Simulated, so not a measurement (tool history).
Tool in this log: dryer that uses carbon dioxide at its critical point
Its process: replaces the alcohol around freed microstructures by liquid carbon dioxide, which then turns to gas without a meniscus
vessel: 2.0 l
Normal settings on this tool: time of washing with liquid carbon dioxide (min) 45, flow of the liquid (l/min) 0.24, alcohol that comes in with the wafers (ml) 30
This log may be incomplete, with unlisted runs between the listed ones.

run	hour	time of washing with liquid carbon dioxide (min)	flow of the liquid (l/min)	alcohol that comes in with the wafers (ml)	alcohol left in the vessel before it's heated (ppm by volume)
1	0	45	0.24	30	427
2	49.7	45	0.274	30	356
3	97.3	45	0.274	30	352
4	135.2	45	0.24	30	472
5	159.7	45	0.24	30	472
# hour 176.1: purifier's bed changed
6	193.4	45	0.151	30	1068
7	225.3	45	0.151	30	1080
8	252.5	45	0.151	30	1127
9	301.7	45	0.151	30	1146
10	339.4	44	0.24	30	318
11	376.4	45	0.24	30	308
12	415.1	45	0.24	30	326
13	436.3	45	0.24	30	322
14	469.2	46	0.24	30	315
15	515.5	46	0.24	30	330
16	547.8	45	0.24	30	357
17	586.6	44	0.24	30	388
18	616.6	44	0.24	30	408
19	649.1	44	0.197	72	1572
20	691.1	45	0.247	47	508
21	733.9	50	0.251	30	286
22	773.1	50	0.251	30	299
23	819	54	0.24	30	297
24	842.7	71	0.24	30	193
# hour 847.2: inlet filter changed
25	868	71	0.24	30	201
26	892.1	71	0.319	30	188
27	915.2	45	0.377	30	195
28	961.9	45	0.377	30	213

For run 29, what comes out?
29	1000.2	45	0.377	30	?

alcohol left in the vessel before it's heated (ppm by volume): 222
The same run, on a tool lacking any hidden state, would have yielded alcohol left in the vessel before it's heated (ppm by volume) 19.

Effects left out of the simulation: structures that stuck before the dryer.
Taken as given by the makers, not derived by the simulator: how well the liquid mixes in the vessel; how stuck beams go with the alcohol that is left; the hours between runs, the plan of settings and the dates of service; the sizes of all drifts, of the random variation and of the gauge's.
